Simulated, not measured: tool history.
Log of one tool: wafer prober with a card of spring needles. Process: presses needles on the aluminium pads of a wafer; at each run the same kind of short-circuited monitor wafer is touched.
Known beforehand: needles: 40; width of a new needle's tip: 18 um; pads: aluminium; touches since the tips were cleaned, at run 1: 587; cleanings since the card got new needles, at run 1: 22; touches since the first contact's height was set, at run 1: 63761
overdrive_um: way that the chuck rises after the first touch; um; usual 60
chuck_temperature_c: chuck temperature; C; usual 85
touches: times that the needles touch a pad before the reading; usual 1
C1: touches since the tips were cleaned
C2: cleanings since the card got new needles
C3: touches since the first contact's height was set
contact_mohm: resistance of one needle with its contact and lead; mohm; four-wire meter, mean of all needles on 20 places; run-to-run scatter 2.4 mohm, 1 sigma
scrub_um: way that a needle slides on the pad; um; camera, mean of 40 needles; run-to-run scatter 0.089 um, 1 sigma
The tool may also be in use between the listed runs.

Run 1, day 0: usual settings; C1 587; C2 22; C3 63761. Result: contact_mohm 284 mohm, scrub_um 14.6 um.
At day 0.192: tips cleaned on abrasive film.
At day 0.429: tips cleaned on abrasive film.
Run 2, day 0.542: usual settings; C1 1162; C2 24; C3 69322. Result: contact_mohm 280 mohm, scrub_um 14.45 um.
At day 0.675: tips cleaned on abrasive film.
Run 3, day 0.846: usual settings; C1 1780; C2 25; C3 72441. Result: contact_mohm 278 mohm, scrub_um 14.49 um.
At day 0.942: tips cleaned on abrasive film.
At day 1.196: tips cleaned on abrasive film.
Run 4, day 1.304: usual settings; C1 1153; C2 27; C3 77131. Result: contact_mohm 281 mohm, scrub_um 14.45 um.
At day 1.433: tips cleaned on abrasive film.
At day 1.683: tips cleaned on abrasive film.
Run 5, day 1.721: usual settings but chuck_temperature_c 47 C; C1 369; C2 29; C3 81376. Result: contact_mohm 270 mohm, scrub_um 14.55 um.
At day 1.958: tips cleaned on abrasive film.
Run 6, day 1.958: usual settings but chuck_temperature_c 47 C; C1 0; C2 30; C3 83791. Result: contact_mohm 267 mohm, scrub_um 14.52 um.
At day 2.208: tips cleaned on abrasive film.
Run 7, day 2.233: usual settings but chuck_temperature_c 47 C; C1 257; C2 31; C3 86612. Result: contact_mohm 268 mohm, scrub_um 14.44 um.
At day 2.446: tips cleaned on abrasive film.
At day 2.712: tips cleaned on abrasive film.
Run 8, day 2.742: usual settings but chuck_temperature_c 47 C; C1 319; C2 33; C3 91851. Result: contact_mohm 269 mohm, scrub_um 14.35 um.
At day 2.958: tips cleaned on abrasive film.
At day 3.058: height of the first contact set anew.
Run 9, day 3.192: usual settings but chuck_temperature_c 47 C; C1 2303; C2 34; C3 1376. Result: contact_mohm 271 mohm, scrub_um 14.54 um.
At day 3.229: tips cleaned on abrasive film.
At day 3.475: tips cleaned on abrasive film.
Run 10, day 3.621: usual settings but overdrive_um 71 um; C1 1540; C2 36; C3 5759. Result: contact_mohm 274 mohm, scrub_um 17.13 um.
At day 3.708: tips cleaned on abrasive film.
At day 3.962: tips cleaned on abrasive film.
Run 11, day 4.017: usual settings but overdrive_um 71 um; C1 580; C2 38; C3 9810. Result: contact_mohm 277 mohm, scrub_um 17.09 um.
At day 4.233: tips cleaned on abrasive film.
Run 12, day 4.333: usual settings but overdrive_um 71 um; C1 1006; C2 39; C3 13025. Result: contact_mohm 274 mohm, scrub_um 17.18 um.
At day 4.475: tips cleaned on abrasive film.
Run 13, day 4.596: usual settings but overdrive_um 71 um, chuck_temperature_c 38 C, touches 2; C1 1257; C2 40; C3 15753. Result: contact_mohm 263 mohm, scrub_um 17.19 um.
At day 4.721: tips cleaned on abrasive film.
At day 4.962: tips cleaned on abrasive film.
Run 14, day 4.971: usual settings but overdrive_um 44 um, chuck_temperature_c 82 C, touches 2; C1 92; C2 42; C3 19559. Result: contact_mohm 281 mohm, scrub_um 10.63 um.
At day 5.225: tips cleaned on abrasive film.
Run 15, day 5.371: usual settings but overdrive_um 44 um, chuck_temperature_c 82 C, touches 2; C1 1508; C2 43; C3 23659. Result: contact_mohm 288 mohm, scrub_um 10.6 um.
At day 5.496: tips cleaned on abrasive film.
At day 5.762: tips cleaned on abrasive film.
Run 16, day 5.838: usual settings but overdrive_um 51 um, chuck_temperature_c 122 C, touches 2; C1 759; C2 45; C3 28442. Result: contact_mohm 293 mohm, scrub_um 12.28 um.
At day 6.021: tips cleaned on abrasive film.
Run 17, day 6.154: usual settings but chuck_temperature_c 48 C; C1 1356; C2 46; C3 31688. Result: contact_mohm 267 mohm, scrub_um 14.49 um.
At day 6.3: tips cleaned on abrasive film.
At day 6.562: tips cleaned on abrasive film.
Run 18, day 6.562: usual settings but overdrive_um 57 um; C1 0; C2 48; C3 35851. Result: contact_mohm 280 mohm, scrub_um 13.86 um.
At day 6.8: tips cleaned on abrasive film.
Run 19, day 6.9: usual settings but chuck_temperature_c 35 C, touches 2; C1 1006; C2 49; C3 39318. Result: contact_mohm 260 mohm, scrub_um 14.31 um.
At day 7.05: tips cleaned on abrasive film.
Run 20, day 7.154: usual settings but chuck_temperature_c 35 C, touches 2; C1 1085; C2 50; C3 41929. Result: contact_mohm 265 mohm, scrub_um 14.41 um.
At day 7.292: tips cleaned on abrasive film.
Run 21, day 7.483: usual settings but touches 2; C1 2000; C2 51; C3 45346. Result: contact_mohm 275 mohm, scrub_um 14.31 um.

Describe how what the log doesn't record of the tool's condition differs between the last listed run preceding each entry between runs and the first listed run following it.
In the gap between runs 1 and 2: tips cleaned on abrasive film (day 0.192); tips cleaned on abrasive film (day 0.429)
  debris on the tips, nm: 0.2 -> 0.3
In the gap between runs 2 and 3: tips cleaned on abrasive film (day 0.675)
  way that the needles fall short of the set height, um: 0.02 -> 0.03
In the gap between runs 3 and 4: tips cleaned on abrasive film (day 0.942); tips cleaned on abrasive film (day 1.196)
  debris on the tips, nm: 0.3 -> 0.2
In the gap between runs 4 and 5: tips cleaned on abrasive film (day 1.433); tips cleaned on abrasive film (day 1.683)
  debris on the tips, nm: 0.2 -> 0.1
In the gap between runs 5 and 6: tips cleaned on abrasive film (day 1.958)
  debris on the tips, nm: 0.1 -> 0
In the gap between runs 6 and 7: tips cleaned on abrasive film (day 2.208)
  debris on the tips, nm: 0 -> 0.1
In the gap between runs 7 and 8: tips cleaned on abrasive film (day 2.446); tips cleaned on abrasive film (day 2.712)
  no difference in the tool's unlogged condition between these two runs
In the gap between runs 8 and 9: tips cleaned on abrasive film (day 2.958); height of the first contact set anew (day 3.058)
  debris on the tips, nm: 0.1 -> 0.4; way that the needles fall short of the set height, um: 0.03 -> 0
In the gap between runs 9 and 10: tips cleaned on abrasive film (day 3.229); tips cleaned on abrasive film (day 3.475)
  debris on the tips, nm: 0.4 -> 0.3
In the gap between runs 10 and 11: tips cleaned on abrasive film (day 3.708); tips cleaned on abrasive film (day 3.962)
  debris on the tips, nm: 0.3 -> 0.2
In the gap between runs 11 and 12: tips cleaned on abrasive film (day 4.233)
  way that the needles fall short of the set height, um: 0 -> 0.01
In the gap between runs 12 and 13: tips cleaned on abrasive film (day 4.475)
  debris on the tips, nm: 0.2 -> 0.3
In the gap between runs 13 and 14: tips cleaned on abrasive film (day 4.721); tips cleaned on abrasive film (day 4.962)
  debris on the tips, nm: 0.3 -> 0.1; tips' diameter, um: 18.01 -> 18.02
In the gap between runs 14 and 15: tips cleaned on abrasive film (day 5.225)
  debris on the tips, nm: 0.1 -> 0.3
In the gap between runs 15 and 16: tips cleaned on abrasive film (day 5.496); tips cleaned on abrasive film (day 5.762)
  debris on the tips, nm: 0.3 -> 0.2
In the gap between runs 16 and 17: tips cleaned on abrasive film (day 6.021)
  debris on the tips, nm: 0.2 -> 0.3
In the gap between runs 17 and 18: tips cleaned on abrasive film (day 6.3); tips cleaned on abrasive film (day 6.562)
  debris on the tips, nm: 0.3 -> 0
In the gap between runs 18 and 19: tips cleaned on abrasive film (day 6.8)
  debris on the tips, nm: 0 -> 0.2; way that the needles fall short of the set height, um: 0.01 -> 0.02
In the gap between runs 19 and 20: tips cleaned on abrasive film (day 7.05)
  debris on the tips, nm: 0.2 -> 0.3
In the gap between runs 20 and 21: tips cleaned on abrasive film (day 7.292)
  debris on the tips, nm: 0.3 -> 0.4
